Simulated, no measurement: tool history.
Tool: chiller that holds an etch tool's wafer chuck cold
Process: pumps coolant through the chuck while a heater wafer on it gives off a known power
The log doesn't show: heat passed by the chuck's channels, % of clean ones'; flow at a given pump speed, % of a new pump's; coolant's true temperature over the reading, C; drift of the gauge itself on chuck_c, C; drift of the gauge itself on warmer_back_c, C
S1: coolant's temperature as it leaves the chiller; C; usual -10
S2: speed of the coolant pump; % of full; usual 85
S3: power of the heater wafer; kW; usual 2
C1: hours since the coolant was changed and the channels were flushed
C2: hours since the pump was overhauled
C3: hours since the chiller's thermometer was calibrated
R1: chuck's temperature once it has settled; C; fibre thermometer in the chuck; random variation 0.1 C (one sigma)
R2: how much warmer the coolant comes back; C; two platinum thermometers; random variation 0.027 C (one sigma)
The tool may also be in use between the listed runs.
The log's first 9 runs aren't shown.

run,day,S1,S2,S3,C1,C2,C3,R1,R2
10,28.704,-10,85,1.14,4787,3834,2400,-0.1,2.45
11,31.583,-10,85,1.14,4856,3903,2469,0.2,2.42
12,33.842,-10,85,1.14,4910,3957,2523,0,2.41
13,36.929,-10,85,2,4984,4031,2598,7.7,4.27
14,38.775,-10,85,2,5029,4075,2642,7.9,4.19
15,40.725,-10,85,2,5075,4122,2689,7.9,4.31
# day 40.962: chiller's thermometer calibrated
16,43.667,-15,85,2,5145,4192,65,3,4.25
17,45.758,-19,94,2.714,5195,4242,115,3.8,5.25
18,49.3,-19,94,2.714,5280,4327,200,4,5.24
19,51.975,-1,62,1.853,5344,4391,264,19,5.38
20,53.733,-10,85,2.16,5387,4433,306,9.7,4.6
21,57.5,-10,65,2.19,5477,4524,397,13,6.04
# day 59.504: chiller's thermometer calibrated, once more
22,60.325,-10,65,2.19,5544,4590,20,13.4,6.1
23,63.512,-10,65,2.19,5620,4667,96,13.4,6.08
24,65.442,-10,65,2.19,5667,4713,142,13.5,6.05
25,67.396,-10,85,1.753,5713,4760,189,6.2,3.72
26,70.029,-9,69,1.038,5777,4823,253,1.7,2.72
27,72.125,-10,94,2.84,5827,4874,303,14.8,5.57
28,74.004,-10,94,2.84,5872,4919,348,14.6,5.55
29,77.088,-10,85,2.395,5946,4993,422,12.1,5.15
30,80.942,-10,85,2.395,6039,5085,514,12.5,5.12
31,84.967,-10,78,2,6135,5182,611,9.5,4.74

3 ways to go on from here, each from the tool as it stands after run 31. What would each give?
A,87.692,-15,85,1.116,6201,5247,676,?,?
B,87.692,-10,77,2.385,6201,5247,676,?,?
C,87.692,-4,78,1.257,6201,5247,676,?,?

run,R1,R2
A,-4.6,2.37
B,13.6,5.69
C,8.2,2.92
Without the tool's hidden state the same runs would have given:
run,R1,R2
A,-6.4,2.22
B,9.5,5.34
C,6.1,2.74
